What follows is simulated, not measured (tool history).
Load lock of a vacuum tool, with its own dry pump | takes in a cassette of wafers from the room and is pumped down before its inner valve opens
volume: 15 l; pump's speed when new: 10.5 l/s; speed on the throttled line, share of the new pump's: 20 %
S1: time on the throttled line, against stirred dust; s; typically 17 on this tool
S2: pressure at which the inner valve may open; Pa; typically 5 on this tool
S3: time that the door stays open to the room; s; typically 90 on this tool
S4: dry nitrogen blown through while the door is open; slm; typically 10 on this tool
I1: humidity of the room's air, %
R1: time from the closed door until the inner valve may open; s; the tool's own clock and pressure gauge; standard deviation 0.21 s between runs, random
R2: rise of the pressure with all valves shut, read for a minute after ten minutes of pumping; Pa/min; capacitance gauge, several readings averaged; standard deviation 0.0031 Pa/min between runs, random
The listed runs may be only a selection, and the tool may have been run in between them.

{"run": 1, "hour": 0.0, "S1": 17, "S2": 5, "S3": 90, "S4": 10, "I1": 43.6, "R1": 28.8, "R2": 0.082}
{"run": 2, "hour": 62.9, "S1": 17, "S2": 5, "S3": 90, "S4": 10, "I1": 47.9, "R1": 28.8, "R2": 0.084}
{"run": 3, "hour": 134.5, "S1": 17, "S2": 5, "S3": 67, "S4": 10, "I1": 47, "R1": 28.5, "R2": 0.073}
{"run": 4, "hour": 173.8, "S1": 17, "S2": 5, "S3": 67, "S4": 10, "I1": 44.9, "R1": 28.5, "R2": 0.07}
{"run": 5, "hour": 232.6, "S1": 17, "S2": 9, "S3": 67, "S4": 10, "I1": 44.4, "R1": 27.2, "R2": 0.069}
{"run": 6, "hour": 326.9, "S1": 17, "S2": 7, "S3": 67, "S4": 10, "I1": 45.3, "R1": 28.1, "R2": 0.073}
{"run": 7, "hour": 408.0, "S1": 17, "S2": 5, "S3": 90, "S4": 10, "I1": 42.8, "R1": 28.7, "R2": 0.082}
{"run": 8, "hour": 473.0, "S1": 13, "S2": 5, "S3": 90, "S4": 10, "I1": 46.3, "R1": 25.2, "R2": 0.086}
{"run": 9, "hour": 555.7, "S1": 13, "S2": 5, "S3": 90, "S4": 10, "I1": 45.5, "R1": 25.5, "R2": 0.085}
{"run": 10, "hour": 594.6, "S1": 17, "S2": 5, "S3": 90, "S4": 5, "I1": 47.9, "R1": 28.7, "R2": 0.096}
{"run": 11, "hour": 647.3, "S1": 17, "S2": 5, "S3": 90, "S4": 5, "I1": 44.6, "R1": 28.5, "R2": 0.093}
{"run": 12, "hour": 738.8, "S1": 17, "S2": 5, "S3": 90, "S4": 5, "I1": 45.4, "R1": 28.5, "R2": 0.097}
{"run": 13, "hour": 795.5, "S1": 17, "S2": 5, "S3": 90, "S4": 5, "I1": 47, "R1": 28.6, "R2": 0.094}
{"run": 14, "hour": 858.1, "S1": 17, "S2": 5, "S3": 90, "S4": 10, "I1": 46.4, "R1": 28.6, "R2": 0.089}
{"run": 15, "hour": 947.0, "S1": 17, "S2": 5, "S3": 90, "S4": 10, "I1": 47.1, "R1": 28.3, "R2": 0.087}
{"run": 16, "hour": 1032.0, "S1": 17, "S2": 6, "S3": 96, "S4": 5, "I1": 45.3, "R1": 28.5, "R2": 0.102}
{"run": 17, "hour": 1122.0, "S1": 32, "S2": 4, "S3": 96, "S4": 5, "I1": 44.6, "R1": 41, "R2": 0.099}
{"run": 18, "hour": 1213.1, "S1": 32, "S2": 5, "S3": 96, "S4": 5, "I1": 43.3, "R1": 40.5, "R2": 0.103}
{"run": 19, "hour": 1259.4, "S1": 17, "S2": 5, "S3": 29, "S4": 10, "I1": 47.2, "R1": 28.7, "R2": 0.061}
{"run": 20, "hour": 1316.0, "S1": 17, "S2": 5, "S3": 29, "S4": 10, "I1": 47.5, "R1": 28.4, "R2": 0.06}
{"run": 21, "hour": 1408.9, "S1": 15, "S2": 5, "S3": 29, "S4": 10, "I1": 42.9, "R1": 27.1, "R2": 0.055}
{"run": 22, "hour": 1462.2, "S1": 22, "S2": 5, "S3": 87, "S4": 10, "I1": 44.4, "R1": 32.6, "R2": 0.087}
{"run": 23, "hour": 1526.7, "S1": 22, "S2": 5, "S3": 87, "S4": 10, "I1": 41.5, "R1": 32.8, "R2": 0.084}
{"run": 24, "hour": 1578.8, "S1": 17, "S2": 8, "S3": 90, "S4": 10, "I1": 45.9, "R1": 27.9, "R2": 0.097}
{"run": 25, "hour": 1653.1, "S1": 22, "S2": 8, "S3": 108, "S4": 5, "I1": 44.8, "R1": 31.7, "R2": 0.112}
{"run": 26, "hour": 1746.7, "S1": 25, "S2": 8, "S3": 220, "S4": 10, "I1": 44, "R1": 34.5, "R2": 0.146}
{"run": 27, "hour": 1805.2, "S1": 12, "S2": 4, "S3": 220, "S4": 19, "I1": 44.1, "R1": 25.1, "R2": 0.129}
{"run": 28, "hour": 1846.2, "S1": 25, "S2": 4, "S3": 110, "S4": 12, "I1": 41.7, "R1": 35.1, "R2": 0.098}
{"run": 29, "hour": 1916.9, "S1": 25, "S2": 4, "S3": 110, "S4": 12, "I1": 47.1, "R1": 35.8, "R2": 0.102}

Some steps in R1, run to run, broken into two amounts with sign: the step expected even without the hidden condition (settings, incoming material, random variation), and the rest, left for the hidden condition together with whatever gauge scatter is not in both the measured and the hidden-condition-free result:
Hidden state at play: pump's speed, % of a new pump's; leak at the door's seal, Pa l/s; drift of the gauge itself on ready_s, %; drift of the gauge itself on rise_pa_min, %.
Run 16 -> 17: S1 17 -> 32, S2 6 -> 4. R1 +12.5 s: hidden state +0, all else +12.5.
Run 18 -> 19: S1 32 -> 17, S3 96 -> 29, S4 5 -> 10. R1 -11.8 s: hidden state +0.2, all else -12.
Run 26 -> 27: S1 25 -> 12, S2 8 -> 4, S4 10 -> 19. R1 -9.4 s: hidden state +0.3, all else -9.7.

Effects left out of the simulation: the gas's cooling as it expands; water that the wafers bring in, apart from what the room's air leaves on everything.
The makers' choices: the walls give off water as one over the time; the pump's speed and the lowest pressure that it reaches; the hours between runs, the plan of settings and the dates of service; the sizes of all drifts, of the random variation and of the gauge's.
